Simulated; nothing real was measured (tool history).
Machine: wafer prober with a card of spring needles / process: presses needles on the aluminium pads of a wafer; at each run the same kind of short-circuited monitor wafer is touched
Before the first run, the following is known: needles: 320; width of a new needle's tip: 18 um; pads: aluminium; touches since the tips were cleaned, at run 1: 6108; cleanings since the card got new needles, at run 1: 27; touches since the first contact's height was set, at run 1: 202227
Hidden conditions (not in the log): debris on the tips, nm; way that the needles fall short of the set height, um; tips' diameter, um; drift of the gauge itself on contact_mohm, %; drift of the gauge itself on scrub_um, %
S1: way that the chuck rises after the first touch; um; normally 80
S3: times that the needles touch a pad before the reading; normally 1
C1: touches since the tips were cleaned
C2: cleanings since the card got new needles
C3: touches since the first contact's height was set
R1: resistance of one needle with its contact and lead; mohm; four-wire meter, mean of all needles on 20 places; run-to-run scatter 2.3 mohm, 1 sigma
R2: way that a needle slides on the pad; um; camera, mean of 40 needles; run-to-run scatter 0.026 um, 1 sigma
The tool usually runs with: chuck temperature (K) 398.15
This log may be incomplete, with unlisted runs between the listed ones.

{"run": 1, "day": 0.0, "S1": 80, "chuck temperature (K)": 398.15, "S3": 1, "C1": 6108, "C2": 27, "C3": 202227, "R1": 260, "R2": 10.59}
{"day": 0.042, "done": "tips cleaned on abrasive film"}
{"run": 2, "day": 0.4, "S1": 80, "chuck temperature (K)": 398.15, "S3": 1, "C1": 5688, "C2": 28, "C3": 208503, "R1": 259, "R2": 10.58}
{"day": 0.446, "done": "tips cleaned on abrasive film"}
{"day": 0.854, "done": "tips cleaned on abrasive film"}
{"run": 3, "day": 1.054, "S1": 80, "chuck temperature (K)": 398.15, "S3": 1, "C1": 3184, "C2": 30, "C3": 218725, "R1": 253, "R2": 10.62}
{"day": 1.262, "done": "tips cleaned on abrasive film"}
{"run": 4, "day": 1.371, "S1": 62, "chuck temperature (K)": 398.15, "S3": 1, "C1": 1731, "C2": 31, "C3": 223691, "R1": 264, "R2": 8.18}
{"day": 1.596, "done": "height of the first contact set anew"}
{"day": 1.712, "done": "tips cleaned on abrasive film"}
{"day": 2.112, "done": "tips cleaned on abrasive film"}
{"run": 5, "day": 2.142, "S1": 62, "chuck temperature (K)": 398.15, "S3": 1, "C1": 452, "C2": 33, "C3": 8515, "R1": 265, "R2": 8.15}
{"day": 2.533, "done": "tips cleaned on abrasive film"}
{"run": 6, "day": 2.567, "S1": 80, "chuck temperature (K)": 398.15, "S3": 1, "C1": 543, "C2": 34, "C3": 15195, "R1": 259, "R2": 10.53}
{"day": 2.962, "done": "tips cleaned on abrasive film"}
{"run": 7, "day": 3.196, "S1": 80, "chuck temperature (K)": 398.15, "S3": 1, "C1": 3718, "C2": 35, "C3": 25097, "R1": 260, "R2": 10.52}
{"day": 3.383, "done": "tips cleaned on abrasive film"}
{"run": 8, "day": 3.517, "S1": 80, "chuck temperature (K)": 398.15, "S3": 1, "C1": 2108, "C2": 36, "C3": 30091, "R1": 257, "R2": 10.49}
{"day": 3.8, "done": "tips cleaned on abrasive film"}
{"day": 4.225, "done": "tips cleaned on abrasive film"}
{"run": 9, "day": 4.225, "S1": 86, "chuck temperature (K)": 300.15, "S3": 2, "C1": 0, "C2": 38, "C3": 41150, "R1": 232, "R2": 11.28}
{"day": 4.642, "done": "tips cleaned on abrasive film"}
{"run": 10, "day": 4.742, "S1": 86, "chuck temperature (K)": 323.15, "S3": 2, "C1": 1605, "C2": 39, "C3": 49279, "R1": 233, "R2": 11.27}
{"day": 5.054, "done": "tips cleaned on abrasive film"}
{"run": 11, "day": 5.346, "S1": 86, "chuck temperature (K)": 323.15, "S3": 2, "C1": 4617, "C2": 40, "C3": 58796, "R1": 236, "R2": 11.27}
{"day": 5.483, "done": "tips cleaned on abrasive film"}
{"day": 5.921, "done": "tips cleaned on abrasive film"}
{"run": 12, "day": 6.088, "S1": 67, "chuck temperature (K)": 328.15, "S3": 2, "C1": 2684, "C2": 42, "C3": 70425, "R1": 242, "R2": 8.71}
{"day": 6.329, "done": "tips cleaned on abrasive film"}
{"run": 13, "day": 6.529, "S1": 67, "chuck temperature (K)": 328.15, "S3": 2, "C1": 3143, "C2": 43, "C3": 77312, "R1": 241, "R2": 8.73}
{"day": 6.738, "done": "tips cleaned on abrasive film"}
{"run": 14, "day": 6.933, "S1": 82, "chuck temperature (K)": 312.15, "S3": 1, "C1": 3125, "C2": 44, "C3": 83673, "R1": 233, "R2": 10.69}
{"day": 7.158, "done": "tips cleaned on abrasive film"}
{"run": 15, "day": 7.521, "S1": 82, "chuck temperature (K)": 312.15, "S3": 1, "C1": 5766, "C2": 45, "C3": 92908, "R1": 234, "R2": 10.68}

Forecast run 16:
{"day": 7.567, "done": "tips cleaned on abrasive film"}
{"day": 7.996, "done": "tips cleaned on abrasive film"}
{"run": 16, "day": 8.179, "S1": 72, "chuck temperature (K)": 305.15, "S3": 1, "C1": 2861, "C2": 47, "C3": 103164, "R1": "?", "R2": "?"}

Run 16 produced R1 236 mohm, R2 9.35 um.
Had the tool carried no hidden state, the very same run would have given R1 235 mohm, R2 9.54 um.

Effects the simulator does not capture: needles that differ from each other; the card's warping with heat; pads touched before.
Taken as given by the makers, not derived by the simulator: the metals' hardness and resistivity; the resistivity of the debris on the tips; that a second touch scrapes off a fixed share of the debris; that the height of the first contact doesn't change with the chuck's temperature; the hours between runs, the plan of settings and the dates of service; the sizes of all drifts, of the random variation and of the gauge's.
